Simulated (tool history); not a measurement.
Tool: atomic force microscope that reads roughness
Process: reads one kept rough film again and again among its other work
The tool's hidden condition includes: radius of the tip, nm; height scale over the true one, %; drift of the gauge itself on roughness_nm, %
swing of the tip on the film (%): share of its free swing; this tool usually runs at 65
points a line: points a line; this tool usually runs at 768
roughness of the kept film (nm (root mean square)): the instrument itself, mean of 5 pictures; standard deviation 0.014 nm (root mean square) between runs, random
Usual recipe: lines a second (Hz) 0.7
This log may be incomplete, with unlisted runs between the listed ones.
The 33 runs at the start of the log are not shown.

run	hour	lines a second (Hz)	swing of the tip on the film (%)	points a line	pictures with this tip	hours of work since the height scale was calibrated	roughness of the kept film (nm (root mean square))
34	360.9	2.614	56	308	60	423	2.594
35	368.8	2.614	57	308	74	428	2.465
36	376.9	3.294	58	743	89	433	2.348
37	383.8	3.294	58	743	101	437	2.274
# hour 394.2: new tip fitted
38	395.1	3.294	58	743	2	444	3.134
39	407.6	2.55	74	432	25	452	2.604
40	421.2	2.55	74	432	49	460	2.39
41	434.5	0.976	59	408	73	468	2.599
42	443.3	0.976	59	408	89	474	2.472
43	454.9	1.397	59	716	111	481	2.321
# hour 460.3: new tip fitted
44	464.1	1.397	59	716	7	486	3.29
45	477.9	1.397	59	716	32	495	3.001
46	489.3	1.397	59	716	53	502	2.835
47	498.9	1.949	65	555	71	508	2.538
48	508	1.949	65	555	87	513	2.386
49	514.4	0.7	65	495	99	517	2.467
50	524.9	2.067	65	495	118	524	2.2
# hour 526.2: new tip fitted
51	538.6	3.697	56	532	23	532	2.945
52	547	3.532	72	262	38	537	2.364
53	560.5	3.532	72	262	63	545	2.173
54	569	3.532	72	262	78	551	2.073

Here are 3 independent what-if runs from the current tool condition. What would each one return?
A	581	3.184	72	262	100	558	?
B	581	2.464	72	755	100	558	?
C	581	2.957	72	262	100	558	?

run	roughness of the kept film (nm (root mean square))
A	1.975
B	2.137
C	2.016
Without the tool's hidden state the same runs would have given:
run	roughness of the kept film (nm (root mean square))
A	2.774
B	2.999
C	2.83

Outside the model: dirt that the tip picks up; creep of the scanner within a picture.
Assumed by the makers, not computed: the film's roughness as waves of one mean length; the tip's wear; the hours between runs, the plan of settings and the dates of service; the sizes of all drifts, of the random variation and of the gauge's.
